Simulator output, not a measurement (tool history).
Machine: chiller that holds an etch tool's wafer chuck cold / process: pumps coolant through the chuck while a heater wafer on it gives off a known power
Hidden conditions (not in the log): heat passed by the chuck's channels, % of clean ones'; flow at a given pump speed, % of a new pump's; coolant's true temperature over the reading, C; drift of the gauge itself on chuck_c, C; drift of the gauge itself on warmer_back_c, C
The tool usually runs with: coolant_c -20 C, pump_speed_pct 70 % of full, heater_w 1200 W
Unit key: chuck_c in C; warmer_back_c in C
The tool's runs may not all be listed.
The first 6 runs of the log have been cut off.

run,hour,coolant_c,pump_speed_pct,heater_w,hours since the coolant was changed and the channels were flushed,hours since the pump was overhauled,hours since the chiller's thermometer was calibrated,chuck_c,warmer_back_c
7,395.1,-20,70,1314,3375,2212,5098,-9.3,4.4
8,482.2,-20,70,1314,3462,2299,5185,-9,4.45
9,542.4,-20,70,1200,3522,2359,5245,-10.1,4.01
10,621,-14,70,1200,3601,2438,5324,-4,4.01
11,687.5,-14,70,1200,3667,2505,5390,-4,4.03
# hour 704.4: chiller's thermometer calibrated
12,767.5,-20,70,723,3746,2584,63,-13.9,2.45
13,805.2,-20,70,723,3784,2621,101,-14.2,2.44
14,891.4,-20,70,1200,3870,2707,187,-10.1,4.13
15,972.7,-20,70,1200,3951,2789,268,-10.2,4.06
16,1046,-28,85,1048,4025,2862,342,-20.7,2.81
17,1108.8,-28,89,1262,4088,2925,404,-19.4,3.24
18,1162,-15,66,895,4141,2978,458,-7.1,3.19
19,1203.9,-20,92,1200,4183,3020,499,-12,3
20,1271,-28,73,1638,4250,3087,567,-15.1,5.33
21,1346.2,-28,73,1638,4325,3162,642,-15.1,5.36
22,1383.3,-11,97,1638,4362,3199,679,-0.6,3.82
23,1441.8,-24,61,627,4421,3258,737,-18.3,2.49
24,1522.5,-24,61,627,4501,3339,818,-18.2,2.48
25,1601,-12,70,1200,4580,3417,897,-1.9,4.11
26,1648.1,-22,77,1200,4627,3464,944,-12.9,3.66
27,1705.6,-27,82,1068,4684,3522,1001,-19.2,3.02
28,1780.2,-20,70,1746,4759,3596,1076,-5.5,5.92
29,1849.6,-24,79,1388,4828,3666,1145,-13.7,4.14
30,1912.6,-29,89,978,4891,3729,1208,-22.4,2.5

What if the next run were any one of these 5? Each begins from the tool's condition after run 30:
A,1972.1,-20,61,1615,4951,3788,1268,?,?
B,1972.1,-29,89,648,4951,3788,1268,?,?
C,1972.1,-20,81,1200,4951,3788,1268,?,?
D,1972.1,-28,89,978,4951,3788,1268,?,?
E,1972.1,-17,89,790,4951,3788,1268,?,?

run,chuck_c,warmer_back_c
A,-4.9,6.46
B,-24.5,1.69
C,-11.1,3.5
D,-21.1,2.55
E,-11.6,2.04
Had the tool no hidden state, the same runs would have come out as:
run,chuck_c,warmer_back_c
A,-6.5,6.16
B,-25,1.61
C,-12.1,3.33
D,-21.9,2.43
E,-12.2,1.94
